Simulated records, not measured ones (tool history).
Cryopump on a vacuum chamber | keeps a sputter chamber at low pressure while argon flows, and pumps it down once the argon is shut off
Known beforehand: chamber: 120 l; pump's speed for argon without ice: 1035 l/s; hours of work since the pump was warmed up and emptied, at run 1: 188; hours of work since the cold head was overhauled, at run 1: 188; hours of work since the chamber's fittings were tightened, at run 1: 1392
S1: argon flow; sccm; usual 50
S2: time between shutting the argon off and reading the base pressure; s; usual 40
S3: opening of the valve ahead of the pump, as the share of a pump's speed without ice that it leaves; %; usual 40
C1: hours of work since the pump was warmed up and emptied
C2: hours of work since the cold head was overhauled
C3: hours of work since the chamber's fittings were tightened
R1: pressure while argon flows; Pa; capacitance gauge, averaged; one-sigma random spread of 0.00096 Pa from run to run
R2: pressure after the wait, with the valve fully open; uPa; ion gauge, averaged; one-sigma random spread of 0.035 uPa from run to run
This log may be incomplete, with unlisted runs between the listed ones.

run   hour  S1  S2  S3   C1   C2    C3      R1    R2
  1      0  50  40  40  188  188  1392  0.2073  3.23
  2   39.9  50  40  40  210  210  1413  0.2092   3.3
  3   76.8  50  40  40  230  230  1433  0.2085  3.21
  4  119.9  50  40  40  253  253  1457  0.2117  3.32
  5  161.8  50  40  40  276  276  1479  0.2096   3.4
  6  185.5  50  40  40  288  288  1492  0.2096  3.36
  7  209.4  50  40  40  301  301  1505  0.2116  3.43
  8    262  77  40  40  330  330  1534   0.327  3.42
  9  304.3  77  27  26  353  353  1556  0.4985  4.25
 10  332.6  77  27  26  368  368  1572  0.4973  4.33
 11  373.5  77  27  26  390  390  1594  0.4957  4.35
 12  408.5  85  40  41  409  409  1613  0.3554  3.55
 13  455.3  85  40  41  434  434  1638  0.3565  3.63
 14  486.6  50  47  21  451  451  1655  0.3995  3.42

Below are 4 alternative next runs, each starting from the tool's condition after run 14. Predict each:
  A  530.9  38   86  40  475  475  1679   ?   ?
  B  530.9  29   21  49  475  475  1679   ?   ?
  C  530.9  50  284  40  475  475  1679   ?   ?
  D  530.9  50   20  52  475  475  1679   ?   ?

run      R1    R2
  A  0.1648  2.67
  B   0.104  5.12
  C  0.2181  2.16
  D   0.172  5.25
With no hidden state in the tool, these same runs would have given:
run      R1    R2
  A  0.1548     1
  B  0.0964  3.41
  C   0.205  0.46
  D  0.1588  3.54
